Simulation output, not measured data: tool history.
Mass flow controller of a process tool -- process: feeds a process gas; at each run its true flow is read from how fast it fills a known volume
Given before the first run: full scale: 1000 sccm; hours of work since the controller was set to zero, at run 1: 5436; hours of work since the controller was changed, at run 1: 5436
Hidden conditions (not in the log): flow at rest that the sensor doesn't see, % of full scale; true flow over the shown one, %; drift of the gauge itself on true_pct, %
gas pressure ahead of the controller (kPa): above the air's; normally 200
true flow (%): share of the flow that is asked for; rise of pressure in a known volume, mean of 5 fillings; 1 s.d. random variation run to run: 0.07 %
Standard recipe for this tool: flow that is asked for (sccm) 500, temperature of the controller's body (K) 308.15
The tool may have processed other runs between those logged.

| run | day | flow that is asked for (sccm) | gas pressure ahead of the controller (kPa) | temperature of the controller's body (K) | hours of work since the controller was set to zero | hours of work since the controller was changed | true flow (%) |
|---|---|---|---|---|---|---|---|
| 1 | 0.000 | 500 | 200 | 308.15 | 5436 | 5436 | 95.08 |
| 2 | 10.138 | 500 | 200 | 308.15 | 5566 | 5566 | 95.14 |
| 3 | 15.758 | 500 | 200 | 308.15 | 5639 | 5639 | 95.21 |
| 4 | 28.592 | 500 | 200 | 308.15 | 5804 | 5804 | 94.96 |
| 5 | 34.188 | 500 | 200 | 308.15 | 5876 | 5876 | 94.94 |
| 6 | 44.025 | 500 | 200 | 308.15 | 6003 | 6003 | 94.88 |
| 7 | 53.275 | 500 | 200 | 308.15 | 6122 | 6122 | 94.77 |
| 8 | 60.083 | 500 | 200 | 308.15 | 6210 | 6210 | 94.67 |
| 9 | 72.629 | 500 | 200 | 308.15 | 6371 | 6371 | 94.63 |
| 10 | 82.717 | 500 | 200 | 308.15 | 6501 | 6501 | 94.49 |
| 11 | 88.679 | 500 | 200 | 295.15 | 6578 | 6578 | 95.91 |
| 12 | 100.788 | 440 | 215 | 295.15 | 6734 | 6734 | 95.38 |
| 13 | 113.942 | 440 | 215 | 295.15 | 6903 | 6903 | 95.43 |
| 14 | 124.254 | 257 | 151 | 296.15 | 7036 | 7036 | 93.54 |
| 15 | 133.188 | 257 | 151 | 296.15 | 7151 | 7151 | 93.53 |
| 16 | 146.446 | 257 | 151 | 296.15 | 7321 | 7321 | 93.46 |
| 17 | 156.358 | 257 | 218 | 306.15 | 7449 | 7449 | 91.98 |
| 18 | 162.396 | 575 | 241 | 309.15 | 7527 | 7527 | 93.87 |
| 19 | 174.600 | 253 | 241 | 309.15 | 7684 | 7684 | 91.35 |

3 ways to go on from here, each from the tool as it stands after run 19. What would each give?
| A | 186.167 | 466 | 252 | 312.15 | 7833 | 7833 | ? |
| B | 186.167 | 166 | 241 | 309.15 | 7833 | 7833 | ? |
| C | 186.167 | 121 | 200 | 303.15 | 7833 | 7833 | ? |

| run | true flow (%) |
|---|---|
| A | 93.00 |
| B | 88.82 |
| C | 87.22 |
With no hidden state in the tool, these same runs would have given:
| run | true flow (%) |
|---|---|
| A | 98.08 |
| B | 98.07 |
| C | 98.89 |
